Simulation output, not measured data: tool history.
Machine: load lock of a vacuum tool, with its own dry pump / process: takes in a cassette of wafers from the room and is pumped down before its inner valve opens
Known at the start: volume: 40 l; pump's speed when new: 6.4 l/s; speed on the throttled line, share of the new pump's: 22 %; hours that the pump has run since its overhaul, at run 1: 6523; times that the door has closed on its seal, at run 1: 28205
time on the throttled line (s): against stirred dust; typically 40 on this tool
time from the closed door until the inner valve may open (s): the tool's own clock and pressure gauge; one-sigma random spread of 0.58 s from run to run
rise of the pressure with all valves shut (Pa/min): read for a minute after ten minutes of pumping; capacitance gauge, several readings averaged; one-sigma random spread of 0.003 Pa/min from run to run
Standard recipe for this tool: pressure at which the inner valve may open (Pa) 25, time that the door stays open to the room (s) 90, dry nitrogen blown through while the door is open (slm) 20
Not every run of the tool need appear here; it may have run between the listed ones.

run	hour	time on the throttled line (s)	pressure at which the inner valve may open (Pa)	time that the door stays open to the room (s)	dry nitrogen blown through while the door is open (slm)	hours that the pump has run since its overhaul	times that the door has closed on its seal	incoming humidity of the room's air, %	time from the closed door until the inner valve may open (s)	rise of the pressure with all valves shut (Pa/min)
1	0.0	40	25	90	20	6523	28205	41.9	87.7	0.171
2	314.6	40	25	90	42	6838	28784	46.2	86.7	0.162
3	590.0	40	25	90	42	7113	29291	46.7	87.0	0.161
4	1095.8	40	25	90	42	7619	30223	42.4	87.0	0.171
5	1370.1	40	25	90	42	7893	30727	46.7	88.0	0.174
6	1846.8	40	25	90	42	8370	31605	42.5	89.2	0.179
7	2218.2	40	25	90	42	8741	32289	43.3	88.2	0.178
8	2721.3	40	25	52	20	9244	33215	44.7	89.1	0.199
9	3034.6	40	25	52	20	9558	33792	46.3	89.5	0.205
10	3321.2	40	25	239	20	9844	34320	40.0	88.7	0.227
11	3732.8	40	25	239	20	10256	35077	40.5	89.4	0.231
12	4072.2	40	25	239	20	10595	35702	44.9	90.1	0.242
13	4505.7	40	25	239	20	11029	36500	43.8	90.1	0.246
14	5138.4	40	25	239	20	11662	37665	46.6	90.5	0.265
15	5473.3	40	25	160	20	11996	38282	46.3	90.3	0.260
16	5842.8	40	22	90	20	12366	38962	43.4	91.5	0.249
17	6327.2	40	22	90	20	12850	39854	44.7	92.0	0.263
# hour 6844.4: door's seal changed, seat wiped
18	6954.1	40	22	90	20	13476	202	47.1	91.9	0.058
19	7595.2	40	22	90	20	14117	1383	44.5	92.4	0.054
20	8238.3	40	23	90	20	14760	2567	42.7	93.0	0.055
21	8696.9	40	23	90	20	15219	3411	45.6	93.7	0.052
22	9202.9	40	25	30	17	15725	4343	44.2	92.9	0.042
23	9622.1	49	29	170	28	16144	5115	42.4	98.3	0.064
24	10024.5	49	29	170	28	16546	5855	48.3	99.8	0.064
25	10388.1	49	29	170	28	16910	6525	46.9	99.2	0.066
26	10951.8	49	29	170	28	17473	7563	47.0	99.0	0.071
27	11267.1	49	20	170	28	17789	8143	45.0	101.9	0.069
28	11744.5	49	49	160	4	18266	9022	41.8	95.9	0.115
29	12255.6	35	25	53	20	18777	9963	44.9	90.7	0.066
30	12584.7	40	25	90	6	19106	10569	49.2	95.7	0.105
31	13228.7	40	25	90	6	19750	11755	45.9	95.6	0.102
32	13855.7	40	25	90	6	20377	12909	40.9	95.9	0.104
33	14268.0	44	26	184	19	20790	13668	41.7	99.1	0.096
# hour 14724.8: dry pump taken out, an overhauled one fitted
34	14764.1	29	25	90	17	39	14570	45.7	74.6	0.093
35	15040.6	27	36	46	20	316	15079	44.9	70.2	0.076
36	15501.8	27	36	46	20	777	15929	42.0	71.9	0.083

Hidden state at the last listed run before each entry between runs and at the first one after, where it differs:
From run 17 to run 18: door's seal changed, seat wiped (hour 6844.4)
  pump's speed, % of a new pump's: 85.3 -> 84.6; leak at the door's seal, Pa l/s: 0.1402 -> 0.0027
  difference, measured minus the result without the unlogged condition, time from the closed door until the inner valve may open (s): +7.8 -> +8.0; rise of the pressure with all valves shut (Pa/min): +0.206 -> +0.001
From run 33 to run 34: dry pump taken out, an overhauled one fitted (hour 14724.8)
  pump's speed, % of a new pump's: 76.9 -> 100.4; leak at the door's seal, Pa l/s: 0.0253 -> 0.0276
  difference, measured minus the result without the unlogged condition, time from the closed door until the inner valve may open (s): +12.7 -> -0.2; rise of the pressure with all valves shut (Pa/min): +0.035 -> +0.038
